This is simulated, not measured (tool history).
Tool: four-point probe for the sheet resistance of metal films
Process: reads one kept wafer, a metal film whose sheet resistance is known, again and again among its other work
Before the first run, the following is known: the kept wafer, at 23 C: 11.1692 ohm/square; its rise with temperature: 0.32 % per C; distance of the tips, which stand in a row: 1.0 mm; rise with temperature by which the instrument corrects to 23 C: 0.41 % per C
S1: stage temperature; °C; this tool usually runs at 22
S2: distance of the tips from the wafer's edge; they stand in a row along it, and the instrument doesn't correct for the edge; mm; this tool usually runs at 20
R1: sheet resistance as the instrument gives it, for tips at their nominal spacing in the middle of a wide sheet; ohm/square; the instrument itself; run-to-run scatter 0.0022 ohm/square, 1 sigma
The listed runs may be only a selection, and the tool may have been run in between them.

run 1 hour=0 | S1=22 S2=20 | R1=11.132852
run 2 hour=32.7 | S1=22 S2=20 | R1=11.134229
run 3 hour=56.4 | S1=22 S2=20 | R1=11.135275
run 4 hour=82.3 | S1=22 S2=20 | R1=11.132944
run 5 hour=106.4 | S1=22 S2=20 | R1=11.136321
run 6 hour=123.5 | S1=22 S2=20 | R1=11.138925
run 7 hour=141.5 | S1=22 S2=20 | R1=11.132991
run 8 hour=177.5 | S1=22 S2=20 | R1=11.135225
run 9 hour=205.2 | S1=22 S2=20 | R1=11.136745
run 10 hour=234.9 | S1=22 S2=20 | R1=11.136604
run 11 hour=262.4 | S1=22 S2=20 | R1=11.138418
run 12 hour=282 | S1=32 S2=4 | R1=11.384767
run 13 hour=304.7 | S1=28 S2=23 | R1=11.079665
run 14 hour=321 | S1=24 S2=20 | R1=11.116613
run 15 hour=342.2 | S1=24 S2=20 | R1=11.119971
run 16 hour=369.3 | S1=28 S2=7 | R1=11.188526
run 17 hour=392.1 | S1=28 S2=7 | R1=11.190054
run 18 hour=413.3 | S1=30 S2=22 | R1=11.061604
run 19 hour=431.6 | S1=20 S2=37 | R1=11.155077
run 20 hour=451.6 | S1=22 S2=13 | R1=11.166137
run 21 hour=479.1 | S1=22 S2=11 | R1=11.179761

Consider 5 possible next runs. They are alternatives, not a sequence: every one starts from the tool as it was left by run 21. What does each give?
run A hour=504.8 | S1=30 S2=8 | R1=?
run B hour=504.8 | S1=24 S2=20 | R1=?
run C hour=504.8 | S1=22 S2=56 | R1=?
run D hour=504.8 | S1=25 S2=12 | R1=?
run E hour=504.8 | S1=33 S2=4 | R1=?

run=A R1=11.147401
run=B R1=11.125346
run=C R1=11.133077
run=D R1=11.143365
run=E R1=11.37966
The same runs, with their run-to-run variation unchanged, on a tool lacking any hidden condition would have given:
run=A R1=11.194751
run=B R1=11.172418
run=C R1=11.180113
run=D R1=11.190539
run=E R1=11.427987
